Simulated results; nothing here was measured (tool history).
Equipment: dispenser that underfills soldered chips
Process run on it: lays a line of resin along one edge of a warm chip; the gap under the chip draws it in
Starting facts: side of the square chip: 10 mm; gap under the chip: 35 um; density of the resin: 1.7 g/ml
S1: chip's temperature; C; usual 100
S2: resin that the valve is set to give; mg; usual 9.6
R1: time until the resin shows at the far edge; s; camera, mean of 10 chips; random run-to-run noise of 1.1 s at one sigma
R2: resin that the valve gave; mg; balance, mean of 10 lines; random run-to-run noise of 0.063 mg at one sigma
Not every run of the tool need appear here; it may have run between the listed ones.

run	hour	S1	S2	R1	R2
1	0	100	9.6	107.5	9.28
# hour 6.2: new syringe of resin
2	6.2	100	9.6	98.7	9.24
# hour 15.9: new syringe of resin
3	16.5	100	9.6	101.7	9.18
4	24.4	100	10.3	122.1	9.82
# hour 25.7: new syringe of resin
5	33	100	10.3	115.4	9.7
# hour 35.6: new syringe of resin
6	42.5	100	10.3	117.9	9.69
# hour 45.5: new syringe of resin
7	52.6	100	10.3	116.7	9.63
# hour 55.6: new syringe of resin
8	57	98	9.6	109.8	9.03
# hour 65.3: new syringe of resin
9	65.7	98	9.6	105.1	9.08
10	72	93	9.6	146.2	8.88
# hour 75.4: new syringe of resin
11	80.4	100	12.28	112.6	11.34
# hour 85.2: new syringe of resin
12	89.9	100	9.6	111	9.05
# hour 95.3: new syringe of resin
13	96.4	100	11.55	98.2	10.58
# hour 105: new syringe of resin
14	105	98	10.71	99.6	9.84
15	114.3	99	9.11	129.3	8.38
# hour 115.3: new syringe of resin
16	123.6	95	11.35	142.1	10.31
# hour 125.2: new syringe of resin
# hour 126.9: dispensing valve cleaned and set on the balance
17	129.4	110	10.47	80.4	10.45
# hour 135.8: new syringe of resin
18	139	113	8.74	75.4	8.73
19	144.4	96	11.48	138.8	11.25
# hour 145.6: new syringe of resin
20	154.1	96	11.48	134.1	11.34
# hour 155.3: new syringe of resin
21	160.6	96	11.48	122.8	11.34
# hour 165.7: new syringe of resin
22	170.6	106	10.83	91.7	10.58
# hour 175.6: new syringe of resin
23	180.4	106	10.83	92.3	10.46
# hour 185.5: new syringe of resin
24	188.6	93	12.27	128	11.88
25	193.5	100	11.35	118.2	10.82

Here are 5 independent what-if runs from the current tool condition. What would each one return?
# hour 195.2: new syringe of resin
A	202.3	113	11.35	?	?
# hour 195.2: new syringe of resin
B	202.3	114	8.25	?	?
# hour 195.2: new syringe of resin
C	202.3	106	11.35	?	?
# hour 195.2: new syringe of resin
D	202.3	114	9.83	?	?
# hour 195.2: new syringe of resin
E	202.3	92	11.08	?	?

run	R1	R2
A	80.9	10.86
B	82.7	7.98
C	97.3	10.85
D	78.2	9.36
E	141.9	10.7
The same runs, with their run-to-run variation unchanged, on a tool lacking any hidden condition would have given:
run	R1	R2
A	69.7	11.33
B	70.7	8.32
C	84.2	11.32
D	67.2	9.76
E	123	11.16
